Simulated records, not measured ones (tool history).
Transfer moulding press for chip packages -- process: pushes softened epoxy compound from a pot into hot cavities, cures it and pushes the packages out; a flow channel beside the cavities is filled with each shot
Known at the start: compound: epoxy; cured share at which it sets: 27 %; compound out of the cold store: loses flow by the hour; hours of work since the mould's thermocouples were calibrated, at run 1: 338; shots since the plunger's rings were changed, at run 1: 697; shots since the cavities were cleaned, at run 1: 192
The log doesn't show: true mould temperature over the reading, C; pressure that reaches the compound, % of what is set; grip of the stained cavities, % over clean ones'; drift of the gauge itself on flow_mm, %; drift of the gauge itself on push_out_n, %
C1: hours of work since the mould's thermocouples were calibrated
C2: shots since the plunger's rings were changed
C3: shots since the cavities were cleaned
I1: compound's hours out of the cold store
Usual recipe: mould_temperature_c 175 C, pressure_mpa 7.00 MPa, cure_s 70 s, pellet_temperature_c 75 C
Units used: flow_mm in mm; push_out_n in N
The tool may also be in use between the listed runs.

Run 1, day 0.000: usual settings; C1 338; C2 697; C3 192; I1 47.0. Result: flow_mm 694 mm, push_out_n 726 N.
At day 0.971: cavities cleaned with cleaning compound and waxed.
Run 2, day 1.183: usual settings; C1 349; C2 978; C3 54; I1 42.4. Result: flow_mm 705 mm, push_out_n 619 N.
Run 3, day 2.458: usual settings; C1 361; C2 1299; C3 375; I1 10.4. Result: flow_mm 802 mm, push_out_n 922 N.
At day 2.754: mould's thermocouples calibrated.
At day 2.817: cavities cleaned with cleaning compound and waxed.
Run 4, day 3.383: usual settings; C1 6; C2 1494; C3 143; I1 11.8. Result: flow_mm 792 mm, push_out_n 702 N.
At day 4.567: cavities cleaned with cleaning compound and waxed.
Run 5, day 4.975: usual settings but pellet_temperature_c 83 C; C1 20; C2 1877; C3 102; I1 22.0. Result: flow_mm 754 mm, push_out_n 667 N.
At day 6.246: cavities cleaned with cleaning compound and waxed.
Run 6, day 6.429: usual settings but pellet_temperature_c 83 C; C1 34; C2 2227; C3 47; I1 33.6. Result: flow_mm 716 mm, push_out_n 593 N.
Run 7, day 7.779: usual settings but mould_temperature_c 181 C, pressure_mpa 5.50 MPa, cure_s 67 s, pellet_temperature_c 74 C; C1 47; C2 2565; C3 385; I1 19.8. Result: flow_mm 658 mm, push_out_n 682 N.
At day 7.962: cavities cleaned with cleaning compound and waxed.
Run 8, day 8.862: usual settings but mould_temperature_c 179 C, pressure_mpa 7.76 MPa, cure_s 58 s, pellet_temperature_c 79 C; C1 57; C2 2821; C3 225; I1 19.4. Result: flow_mm 787 mm, push_out_n 906 N.
At day 9.304: plunger's sealing rings changed.
Run 9, day 9.642: usual settings but mould_temperature_c 179 C; C1 63; C2 85; C3 395; I1 32.7. Result: flow_mm 730 mm, push_out_n 718 N.
At day 9.833: cavities cleaned with cleaning compound and waxed.
Run 10, day 10.917: usual settings but cure_s 58 s, pellet_temperature_c 68 C; C1 75; C2 389; C3 272; I1 16.9. Result: flow_mm 790 mm, push_out_n 1290 N.

Branching from run 10: 4 alternative next runs. What would each branch give?
At day 11.596: cavities cleaned with cleaning compound and waxed.
Run A, day 11.921: usual settings but mould_temperature_c 178 C, cure_s 61 s; C1 84; C2 626; C3 82; I1 45.0. Result: flow_mm ?, push_out_n ?.
At day 11.596: cavities cleaned with cleaning compound and waxed.
Run B, day 11.921: usual settings but cure_s 95 s; C1 84; C2 626; C3 82; I1 11.6. Result: flow_mm ?, push_out_n ?.
At day 11.596: cavities cleaned with cleaning compound and waxed.
Run C, day 11.921: usual settings but mould_temperature_c 182 C, pressure_mpa 5.86 MPa, cure_s 58 s, pellet_temperature_c 79 C; C1 84; C2 626; C3 82; I1 28.6. Result: flow_mm ?, push_out_n ?.
At day 11.596: cavities cleaned with cleaning compound and waxed.
Run D, day 11.921: usual settings but cure_s 83 s, pellet_temperature_c 68 C; C1 84; C2 626; C3 82; I1 33.1. Result: flow_mm ?, push_out_n ?.

run  flow_mm  push_out_n
  A      691         666
  B      806         457
  C      668         603
  D      734         491
Without the tool's hidden state the same runs would have given:
run  flow_mm  push_out_n
  A      697         595
  B      813         407
  C      674         539
  D      741         437

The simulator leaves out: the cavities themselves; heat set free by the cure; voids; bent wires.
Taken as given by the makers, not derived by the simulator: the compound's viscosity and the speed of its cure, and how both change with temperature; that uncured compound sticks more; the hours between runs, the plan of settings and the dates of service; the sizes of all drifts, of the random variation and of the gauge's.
